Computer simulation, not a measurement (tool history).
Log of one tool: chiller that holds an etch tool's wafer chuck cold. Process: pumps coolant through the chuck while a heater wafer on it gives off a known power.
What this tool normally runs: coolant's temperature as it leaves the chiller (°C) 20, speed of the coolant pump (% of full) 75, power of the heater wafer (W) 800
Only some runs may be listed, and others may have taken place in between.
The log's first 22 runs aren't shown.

run    hour  coolant's temperature as it leaves the chiller (°C)  speed of the coolant pump (% of full)  power of the heater wafer (W)  hours since the coolant was changed and the channels were flushed  hours since the pump was overhauled  hours since the chiller's thermometer was calibrated  chuck's temperature once it has settled (°C)  how much warmer the coolant comes back (C)
 23    1680                                                   27                                     80                            800                                                               1433                                 4222                                                   435                                         32.69                                        1.88
 24    1747                                                   19                                     75                            560                                                               1500                                 4289                                                   502                                         23.23                                        1.43
 25  1822.6                                                   20                                     71                           1161                                                               1576                                 4365                                                   577                                         29.27                                        3.19
 26  1898.4                                                   24                                     92                            419                                                               1651                                 4441                                                   653                                          26.5                                        0.83
 27  1964.2                                                   11                                     75                            800                                                               1717                                 4507                                                   719                                         16.97                                        2.05
 28  2027.7                                                   18                                     75                            800                                                               1781                                 4570                                                   782                                         23.98                                        2.05
 29  2117.9                                                   15                                     68                            753                                                               1871                                 4660                                                   873                                         21.39                                        2.14
 30    2222                                                   20                                     91                            586                                                               1975                                 4764                                                   977                                         23.67                                        1.22
 31  2294.6                                                   13                                     93                            772                                                               2048                                 4837                                                  1049                                          17.8                                        1.56

Each row is a separate what-if for the run after 31, all from the same tool condition, not one after another. Results?
  A  2377.9                                                   15                                     75                            904                                                               2131                                 4920                                                  1133                                             ?                                           ?
  B  2377.9                                                   20                                     75                           1052                                                               2131                                 4920                                                  1133                                             ?                                           ?
  C  2377.9                                                   13                                     90                            772                                                               2131                                 4920                                                  1133                                             ?                                           ?
  D  2377.9                                                   13                                     68                            648                                                               2131                                 4920                                                  1133                                             ?                                           ?

run  chuck's temperature once it has settled (°C)  how much warmer the coolant comes back (C)
  A                                         21.89                                        2.37
  B                                         28.07                                        2.72
  C                                         17.83                                        1.65
  D                                          18.5                                        1.88
Had the tool no hidden state, the same runs would have come out as:
run  chuck's temperature once it has settled (°C)  how much warmer the coolant comes back (C)
  A                                         21.07                                        2.11
  B                                          27.1                                        2.42
  C                                         17.28                                        1.47
  D                                         17.87                                        1.67
